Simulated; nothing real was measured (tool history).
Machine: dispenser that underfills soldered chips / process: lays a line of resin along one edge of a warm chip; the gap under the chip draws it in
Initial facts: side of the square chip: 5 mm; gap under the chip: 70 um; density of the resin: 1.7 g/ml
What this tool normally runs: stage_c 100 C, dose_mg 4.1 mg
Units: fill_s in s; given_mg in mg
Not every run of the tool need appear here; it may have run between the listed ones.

run     day  stage_c  dose_mg  fill_s  given_mg
  1       0      100      4.1    19.1      4.08
      0.408  -- new syringe of resin
  2   0.467      100      4.1    19.3      4.06
  3   0.742      100      4.1    25.3      4.04
      0.854  -- new syringe of resin
      1.308  -- new syringe of resin
  4   1.392      100      4.1    20.4         4
       1.75  -- new syringe of resin
  5   1.867      100      4.1      22      3.96
      2.179  -- new syringe of resin
  6   2.375      100      4.1    23.1      3.97
      2.662  -- new syringe of resin
  7   3.008      100     3.51    28.3      3.35
      3.121  -- new syringe of resin
  8   3.362      100     4.74    23.2      4.53
      3.579  -- new syringe of resin
  9     3.8      103     4.74    20.9       4.5
      4.004  -- new syringe of resin
      4.429  -- dispensing valve cleaned and set on the balance
      4.492  -- new syringe of resin
 10   4.492      102      4.1    17.3      4.13
      4.583  -- stage's temperature calibrated
      4.992  -- new syringe of resin
 11     5.1      102      4.1    19.2      4.09
      5.421  -- new syringe of resin
 12   5.479      102      4.1    17.4      4.06
      5.846  -- new syringe of resin
 13   6.117      100      4.1    23.8      4.04
      6.308  -- new syringe of resin
 14   6.538       96      4.1    26.7      4.03
      6.762  -- new syringe of resin
      7.188  -- new syringe of resin
 15   7.188       97      4.1    20.2      3.99
      7.642  -- new syringe of resin
 16   7.692      100     3.75    19.6      3.64
      8.083  -- new syringe of resin
 17   8.225      100     3.75    21.2      3.59
      8.525  -- new syringe of resin
 18     8.8      114     5.15    13.5      4.92
      8.967  -- new syringe of resin
      9.125  -- dispensing valve cleaned and set on the balance
 19   9.233      114     5.15    12.8      5.13
      9.454  -- new syringe of resin
 20   9.742      114     5.15    13.5      5.09
      9.896  -- new syringe of resin
     10.338  -- new syringe of resin
 21  10.379      114     5.15    11.3      5.11
     10.792  -- new syringe of resin
 22  10.821       93     4.09    25.1      4.03
     11.217  -- new syringe of resin
 23  11.408       93     4.09    29.8         4
     11.658  -- new syringe of resin
 24  11.729      100     3.86      20      3.75
     12.092  -- new syringe of resin
 25  12.271       92     3.76    31.9      3.61
     12.542  -- new syringe of resin
 26  12.629      106     3.94    15.8      3.79
     12.983  -- new syringe of resin
 27  13.283      110      4.1    17.6      3.93
     13.429  -- new syringe of resin
       13.8  -- dispensing valve cleaned and set on the balance
     13.908  -- new syringe of resin
 28  13.908      101     4.27      18      4.25
     14.371  -- new syringe of resin
 29  14.558      105     3.58    19.1      3.56
     14.825  -- new syringe of resin
 30  14.938       92     4.95    27.7      4.88
     15.292  -- new syringe of resin
 31  15.412      114     5.29    11.5      5.18
     15.733  -- new syringe of resin
 32  16.025      114      4.8    14.3      4.66
     16.204  -- new syringe of resin
 33  16.417       94      4.7    28.5      4.56
     16.667  -- new syringe of resin
 34  16.929      101     4.52    22.3      4.36

Here are 4 independent what-if runs from the current tool condition. What would each one return?
     17.108  -- new syringe of resin
  A  17.275      109     3.59       ?         ?
     17.108  -- new syringe of resin
  B  17.275      101     3.75       ?         ?
     17.108  -- new syringe of resin
  C  17.275       86      5.1       ?         ?
     17.108  -- new syringe of resin
  D  17.275      112     5.15       ?         ?

run  fill_s  given_mg
  A    16.2      3.45
  B    21.9      3.62
  C    37.4      4.89
  D    13.4      4.94
With no hidden state in the tool, these same runs would have given:
run  fill_s  given_mg
  A    13.1       3.6
  B    17.8      3.78
  C    30.7       5.1
  D      11      5.15
